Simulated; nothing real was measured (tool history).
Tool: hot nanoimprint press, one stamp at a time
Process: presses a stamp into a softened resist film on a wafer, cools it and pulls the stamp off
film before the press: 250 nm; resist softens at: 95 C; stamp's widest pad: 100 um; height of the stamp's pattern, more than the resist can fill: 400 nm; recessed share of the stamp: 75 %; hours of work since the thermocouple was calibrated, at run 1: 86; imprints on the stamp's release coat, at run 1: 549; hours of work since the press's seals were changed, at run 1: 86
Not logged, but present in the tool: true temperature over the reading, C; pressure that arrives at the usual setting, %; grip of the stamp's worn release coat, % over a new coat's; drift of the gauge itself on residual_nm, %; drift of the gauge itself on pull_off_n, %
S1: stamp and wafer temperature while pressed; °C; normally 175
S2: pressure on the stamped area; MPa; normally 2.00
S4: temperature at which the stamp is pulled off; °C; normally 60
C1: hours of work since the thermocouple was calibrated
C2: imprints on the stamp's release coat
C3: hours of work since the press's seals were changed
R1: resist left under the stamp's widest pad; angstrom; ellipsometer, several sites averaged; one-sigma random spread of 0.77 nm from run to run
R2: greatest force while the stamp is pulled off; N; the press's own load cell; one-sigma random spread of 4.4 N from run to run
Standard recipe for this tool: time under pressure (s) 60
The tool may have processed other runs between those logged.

run 1 hour=0.0 | S1=175 S2=2.00 time_under_pressure_(s)=60 S4=60 | C1=86 C2=549 C3=86 | R1=984 R2=225
run 2 hour=21.0 | S1=175 S2=2.00 time_under_pressure_(s)=60 S4=60 | C1=99 C2=608 C3=99 | R1=993 R2=225
run 3 hour=38.4 | S1=175 S2=2.00 time_under_pressure_(s)=60 S4=60 | C1=110 C2=656 C3=110 | R1=988 R2=234
run 4 hour=59.6 | S1=175 S2=2.00 time_under_pressure_(s)=60 S4=60 | C1=123 C2=715 C3=123 | R1=988 R2=236
run 5 hour=75.5 | S1=175 S2=2.02 time_under_pressure_(s)=60 S4=60 | C1=133 C2=759 C3=133 | R1=983 R2=241
run 6 hour=98.0 | S1=182 S2=2.00 time_under_pressure_(s)=60 S4=60 | C1=147 C2=822 C3=147 | R1=751 R2=243
run 7 hour=116.9 | S1=175 S2=2.00 time_under_pressure_(s)=60 S4=60 | C1=159 C2=874 C3=159 | R1=993 R2=239
run 8 hour=129.5 | S1=175 S2=2.00 time_under_pressure_(s)=106 S4=60 | C1=167 C2=909 C3=167 | R1=789 R2=236
run 9 hour=147.7 | S1=175 S2=2.00 time_under_pressure_(s)=60 S4=60 | C1=179 C2=960 C3=179 | R1=993 R2=245
run 10 hour=169.4 | S1=175 S2=2.00 time_under_pressure_(s)=60 S4=60 | C1=192 C2=1020 C3=192 | R1=1004 R2=245
run 11 hour=185.3 | S1=175 S2=2.21 time_under_pressure_(s)=60 S4=60 | C1=202 C2=1064 C3=202 | R1=979 R2=243
run 12 hour=203.4 | S1=175 S2=2.00 time_under_pressure_(s)=60 S4=60 | C1=214 C2=1115 C3=214 | R1=1021 R2=250
run 13 hour=213.6 | S1=175 S2=2.00 time_under_pressure_(s)=60 S4=60 | C1=220 C2=1143 C3=220 | R1=1010 R2=247
run 14 hour=229.1 | S1=175 S2=2.00 time_under_pressure_(s)=60 S4=52 | C1=230 C2=1186 C3=230 | R1=1024 R2=308
run 15 hour=247.8 | S1=175 S2=2.00 time_under_pressure_(s)=60 S4=52 | C1=241 C2=1238 C3=241 | R1=1036 R2=298
run 16 hour=270.6 | S1=175 S2=2.00 time_under_pressure_(s)=60 S4=52 | C1=256 C2=1302 C3=256 | R1=1031 R2=295
run 17 hour=281.6 | S1=175 S2=2.00 time_under_pressure_(s)=99 S4=63 | C1=263 C2=1332 C3=263 | R1=835 R2=238
run 18 hour=302.0 | S1=182 S2=2.00 time_under_pressure_(s)=51 S4=56 | C1=275 C2=1389 C3=275 | R1=835 R2=281
run 19 hour=318.5 | S1=175 S2=1.49 time_under_pressure_(s)=60 S4=53 | C1=286 C2=1435 C3=286 | R1=1162 R2=307
run 20 hour=336.2 | S1=175 S2=2.90 time_under_pressure_(s)=68 S4=60 | C1=297 C2=1484 C3=297 | R1=841 R2=262
run 21 hour=354.6 | S1=172 S2=2.58 time_under_pressure_(s)=88 S4=49 | C1=308 C2=1535 C3=308 | R1=895 R2=325
run 22 hour=375.7 | S1=166 S2=1.84 time_under_pressure_(s)=88 S4=49 | C1=322 C2=1594 C3=322 | R1=1350 R2=349
run 23 hour=391.6 | S1=166 S2=1.84 time_under_pressure_(s)=88 S4=49 | C1=332 C2=1638 C3=332 | R1=1361 R2=332
run 24 hour=404.4 | S1=183 S2=1.84 time_under_pressure_(s)=88 S4=51 | C1=340 C2=1673 C3=340 | R1=666 R2=331
run 25 hour=419.5 | S1=183 S2=1.84 time_under_pressure_(s)=117 S4=51 | C1=349 C2=1716 C3=349 | R1=575 R2=329
run 26 hour=436.6 | S1=183 S2=1.84 time_under_pressure_(s)=94 S4=51 | C1=360 C2=1763 C3=360 | R1=655 R2=329
run 27 hour=450.6 | S1=175 S2=2.00 time_under_pressure_(s)=57 S4=60 | C1=369 C2=1802 C3=369 | R1=1073 R2=259
run 28 hour=469.6 | S1=175 S2=2.00 time_under_pressure_(s)=70 S4=55 | C1=381 C2=1855 C3=381 | R1=987 R2=298
run 29 hour=487.0 | S1=173 S2=2.00 time_under_pressure_(s)=69 S4=55 | C1=392 C2=1903 C3=392 | R1=1080 R2=308
run 30 hour=497.7 | S1=173 S2=2.00 time_under_pressure_(s)=69 S4=55 | C1=398 C2=1933 C3=398 | R1=1094 R2=308

Forecast each of these 4 alternatives for the next run:
run A hour=519.9 | S1=173 S2=1.40 time_under_pressure_(s)=69 S4=55 | C1=412 C2=1995 C3=412 | R1=? R2=?
run B hour=519.9 | S1=180 S2=2.00 time_under_pressure_(s)=69 S4=55 | C1=412 C2=1995 C3=412 | R1=? R2=?
run C hour=519.9 | S1=176 S2=2.00 time_under_pressure_(s)=69 S4=55 | C1=412 C2=1995 C3=412 | R1=? R2=?
run D hour=519.9 | S1=173 S2=2.00 time_under_pressure_(s)=60 S4=55 | C1=412 C2=1995 C3=412 | R1=? R2=?

run=A R1=1267 R2=312
run=B R1=829 R2=302
run=C R1=962 R2=300
run=D R1=1155 R2=321
Take away the tool's hidden state, keep each run's random variation, and the runs would have read:
run=A R1=1163 R2=243
run=B R1=754 R2=235
run=C R1=873 R2=233
run=D R1=1051 R2=250
